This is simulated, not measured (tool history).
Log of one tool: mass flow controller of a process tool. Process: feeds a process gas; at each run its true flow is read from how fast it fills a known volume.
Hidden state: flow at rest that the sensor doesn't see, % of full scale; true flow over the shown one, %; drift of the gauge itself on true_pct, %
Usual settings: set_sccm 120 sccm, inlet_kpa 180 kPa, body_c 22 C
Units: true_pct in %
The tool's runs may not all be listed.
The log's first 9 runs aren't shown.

| run | hour | set_sccm | inlet_kpa | body_c | hours of work since the controller was set to zero | hours of work since the controller was changed | true_pct |
|---|---|---|---|---|---|---|---|
| 10 | 2007.4 | 120 | 180 | 22 | 1491 | 1491 | 97.36 |
| 11 | 2314.4 | 120 | 180 | 22 | 1684 | 1684 | 97.23 |
| 12 | 2539.2 | 120 | 180 | 22 | 1825 | 1825 | 97.19 |
| 13 | 2724.0 | 120 | 216 | 22 | 1941 | 1941 | 97.45 |
| 14 | 2929.5 | 120 | 216 | 22 | 2070 | 2070 | 97.23 |
| 15 | 3060.9 | 120 | 216 | 22 | 2152 | 2152 | 97.27 |
| 16 | 3314.7 | 120 | 180 | 22 | 2312 | 2312 | 97.10 |
| 17 | 3501.8 | 120 | 180 | 22 | 2429 | 2429 | 97.08 |
| 18 | 3763.0 | 120 | 180 | 22 | 2593 | 2593 | 96.95 |
| 19 | 4068.4 | 120 | 180 | 22 | 2785 | 2785 | 96.74 |
| 20 | 4265.6 | 120 | 180 | 22 | 2908 | 2908 | 96.81 |
| 21 | 4467.2 | 120 | 180 | 30 | 3035 | 3035 | 97.67 |
| 22 | 4734.5 | 120 | 180 | 30 | 3202 | 3202 | 97.68 |
| 23 | 5039.7 | 93 | 180 | 22 | 3394 | 3394 | 96.05 |
| 24 | 5180.8 | 93 | 180 | 22 | 3482 | 3482 | 95.95 |
| 25 | 5407.4 | 93 | 180 | 22 | 3625 | 3625 | 95.92 |
| 26 | 5557.8 | 120 | 257 | 22 | 3719 | 3719 | 97.08 |
| 27 | 5844.3 | 120 | 176 | 31 | 3899 | 3899 | 97.45 |
| 28 | 6011.1 | 80 | 180 | 31 | 4003 | 4003 | 96.44 |
| 29 | 6285.3 | 64 | 241 | 25 | 4175 | 4175 | 95.55 |

Run 30 comes next. What will it give?
| 30 | 6493.8 | 64 | 241 | 25 | 4306 | 4306 | ? |

true_pct: 95.53 %
Without the tool's hidden state the same run would have given true_pct 98.08 %.
